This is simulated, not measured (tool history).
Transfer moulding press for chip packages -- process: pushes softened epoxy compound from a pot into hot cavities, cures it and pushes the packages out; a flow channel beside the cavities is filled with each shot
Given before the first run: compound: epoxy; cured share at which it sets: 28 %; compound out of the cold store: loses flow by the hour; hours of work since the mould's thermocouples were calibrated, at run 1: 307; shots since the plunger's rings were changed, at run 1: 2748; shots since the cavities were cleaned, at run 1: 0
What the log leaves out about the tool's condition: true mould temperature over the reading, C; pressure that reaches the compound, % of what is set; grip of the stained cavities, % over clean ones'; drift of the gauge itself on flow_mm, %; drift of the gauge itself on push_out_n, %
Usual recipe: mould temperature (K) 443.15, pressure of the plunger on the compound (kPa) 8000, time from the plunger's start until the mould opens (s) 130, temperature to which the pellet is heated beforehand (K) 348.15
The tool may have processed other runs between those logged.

| run | day | mould temperature (K) | pressure of the plunger on the compound (kPa) | time from the plunger's start until the mould opens (s) | temperature to which the pellet is heated beforehand (K) | hours of work since the mould's thermocouples were calibrated | shots since the plunger's rings were changed | shots since the cavities were cleaned | incoming compound's hours out of the cold store | length that the compound runs in the flow channel (mm) | greatest force on the pins that push the packages out (N) |
|---|---|---|---|---|---|---|---|---|---|---|---|
| 1 | 0.000 | 443.15 | 8000 | 130 | 348.15 | 307 | 2748 | 0 | 22.9 | 750 | 189 |
|  | 1.046 | mould's thermocouples calibrated |
| 2 | 1.200 | 443.15 | 8000 | 130 | 348.15 | 2 | 2949 | 201 | 38.3 | 669 | 188 |
| 3 | 2.992 | 443.15 | 8000 | 130 | 348.15 | 23 | 3271 | 523 | 37.5 | 676 | 191 |
| 4 | 4.217 | 443.15 | 8000 | 130 | 348.15 | 37 | 3491 | 743 | 28.4 | 719 | 184 |
| 5 | 6.196 | 443.15 | 8000 | 130 | 348.15 | 61 | 3847 | 1099 | 10.9 | 817 | 198 |
|  | 6.771 | cavities cleaned with cleaning compound and waxed |
| 6 | 7.538 | 443.15 | 8000 | 130 | 348.15 | 76 | 4077 | 138 | 22.3 | 755 | 191 |
| 7 | 9.412 | 443.15 | 8000 | 130 | 348.15 | 98 | 4414 | 475 | 24.5 | 740 | 188 |
| 8 | 10.946 | 443.15 | 8000 | 130 | 348.15 | 116 | 4690 | 751 | 34.7 | 682 | 190 |
| 9 | 12.212 | 443.15 | 8000 | 130 | 339.15 | 131 | 4917 | 978 | 15.8 | 791 | 202 |
|  | 13.425 | cavities cleaned with cleaning compound and waxed |
| 10 | 13.808 | 443.15 | 8000 | 130 | 339.15 | 149 | 5192 | 69 | 22.6 | 753 | 186 |
| 11 | 14.771 | 443.15 | 8000 | 130 | 348.15 | 160 | 5365 | 242 | 30.6 | 710 | 186 |
| 12 | 16.229 | 443.15 | 8000 | 130 | 348.15 | 177 | 5628 | 505 | 37.6 | 677 | 184 |
| 13 | 17.325 | 443.15 | 8000 | 130 | 348.15 | 190 | 5824 | 701 | 10.2 | 827 | 191 |
| 14 | 18.683 | 443.15 | 8000 | 130 | 348.15 | 206 | 6069 | 946 | 36.2 | 679 | 197 |
|  | 20.075 | cavities cleaned with cleaning compound and waxed |
| 15 | 20.354 | 443.15 | 9580 | 130 | 347.15 | 225 | 6358 | 51 | 33.4 | 760 | 188 |
| 16 | 22.192 | 443.15 | 9580 | 130 | 347.15 | 247 | 6688 | 381 | 23.4 | 820 | 201 |
|  | 23.408 | plunger's sealing rings changed |
| 17 | 23.788 | 438.15 | 8000 | 130 | 348.15 | 264 | 68 | 649 | 23.8 | 761 | 241 |
| 18 | 25.208 | 437.15 | 8000 | 122 | 348.15 | 281 | 324 | 905 | 33.1 | 716 | 260 |
|  | 26.779 | cavities cleaned with cleaning compound and waxed |
| 19 | 27.275 | 437.15 | 8000 | 122 | 348.15 | 305 | 684 | 90 | 9.0 | 857 | 295 |
|  | 28.508 | mould's thermocouples calibrated |
| 20 | 28.508 | 443.15 | 8850 | 130 | 348.15 | 0 | 891 | 297 | 11.6 | 859 | 198 |
| 21 | 29.825 | 441.15 | 7950 | 128 | 348.15 | 15 | 1127 | 533 | 32.0 | 706 | 205 |
| 22 | 31.104 | 442.15 | 7730 | 130 | 344.15 | 31 | 1357 | 763 | 27.0 | 722 | 199 |
| 23 | 32.838 | 442.15 | 6660 | 130 | 341.15 | 51 | 1668 | 1074 | 44.7 | 584 | 199 |
|  | 33.546 | cavities cleaned with cleaning compound and waxed |
| 24 | 34.779 | 448.15 | 6660 | 130 | 341.15 | 73 | 2006 | 221 | 34.8 | 617 | 183 |
| 25 | 35.692 | 448.15 | 6660 | 130 | 341.15 | 84 | 2170 | 385 | 25.4 | 661 | 179 |
| 26 | 36.542 | 449.15 | 6160 | 112 | 341.15 | 94 | 2323 | 538 | 24.7 | 637 | 182 |
| 27 | 38.396 | 440.15 | 6100 | 128 | 352.15 | 116 | 2656 | 871 | 13.1 | 715 | 221 |
|  | 40.167 | cavities cleaned with cleaning compound and waxed |
| 28 | 40.333 | 448.15 | 8000 | 130 | 352.15 | 138 | 2993 | 30 | 44.0 | 631 | 182 |

3 options for the next run, each taken on its own from the tool as it stands now. Forecast them:
| A | 41.838 | 443.15 | 8000 | 114 | 348.15 | 156 | 3264 | 301 | 41.5 | ? | ? |
| B | 41.838 | 448.15 | 8000 | 130 | 348.15 | 156 | 3264 | 301 | 24.8 | ? | ? |
| C | 41.838 | 445.15 | 7420 | 130 | 347.15 | 156 | 3264 | 301 | 33.2 | ? | ? |

| run | length that the compound runs in the flow channel (mm) | greatest force on the pins that push the packages out (N) |
|---|---|---|
| A | 656 | 200 |
| B | 727 | 181 |
| C | 666 | 184 |
The same runs, with their run-to-run variation unchanged, on a tool lacking any hidden condition would have given:
| run | length that the compound runs in the flow channel (mm) | greatest force on the pins that push the packages out (N) |
|---|---|---|
| A | 657 | 198 |
| B | 729 | 179 |
| C | 667 | 183 |

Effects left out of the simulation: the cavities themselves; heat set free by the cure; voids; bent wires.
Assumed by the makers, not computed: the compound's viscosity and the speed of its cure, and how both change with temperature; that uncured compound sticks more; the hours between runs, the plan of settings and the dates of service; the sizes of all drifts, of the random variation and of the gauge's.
